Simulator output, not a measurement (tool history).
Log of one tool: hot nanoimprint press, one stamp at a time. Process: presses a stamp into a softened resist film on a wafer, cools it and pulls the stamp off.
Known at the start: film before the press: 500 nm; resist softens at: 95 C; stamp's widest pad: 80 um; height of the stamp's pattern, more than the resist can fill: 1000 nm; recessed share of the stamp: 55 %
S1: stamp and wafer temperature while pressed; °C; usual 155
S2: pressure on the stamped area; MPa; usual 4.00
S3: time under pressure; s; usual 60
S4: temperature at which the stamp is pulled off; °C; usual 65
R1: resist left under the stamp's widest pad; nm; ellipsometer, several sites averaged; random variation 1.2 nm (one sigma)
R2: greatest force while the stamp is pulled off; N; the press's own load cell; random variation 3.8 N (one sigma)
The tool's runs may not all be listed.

run   hour   S1    S2  S3  S4     R1   R2
  1    0.0  155  4.00  60  65  195.7  292
  2    9.7  155  4.00  60  65  198.3  293
  3   23.6  155  4.00  60  65  198.9  286
  4   35.4  155  4.00  60  65  194.9  287
  5   52.0  149  4.00  60  65  286.4  300
  6   66.3  155  4.00  62  65  195.4  298
  7   83.2  155  4.00  62  65  195.1  312
  8   90.6  166  4.00  60  65   98.1  313
  9  105.6  149  3.08  57  64  323.0  327
 10  120.3  160  4.00  60  55  142.8  375
 11  136.3  156  4.37  60  62  178.6  343
 12  145.1  155  4.00  52  65  207.0  333
     158.9  -- stamp cleaned and given a new release coat
 13  164.2  159  4.00  60  68  153.8  180
 14  171.9  155  4.00  33  65  248.8  189
 15  182.0  155  6.15  85  65  139.8  198
 16  199.4  155  6.15  85  65  140.1  189

Forecast each of these 3 alternatives for the next run:
  A  210.7  150  3.47  78  65   ?   ?
  B  210.7  155  5.92  87  65   ?   ?
  C  210.7  167  6.06  48  65   ?   ?

run     R1   R2
  A  267.2  196
  B  141.7  198
  C   82.3  199
Without the tool's hidden state the same runs would have given:
run     R1   R2
  A  250.4  181
  B  131.2  183
  C   76.9  184
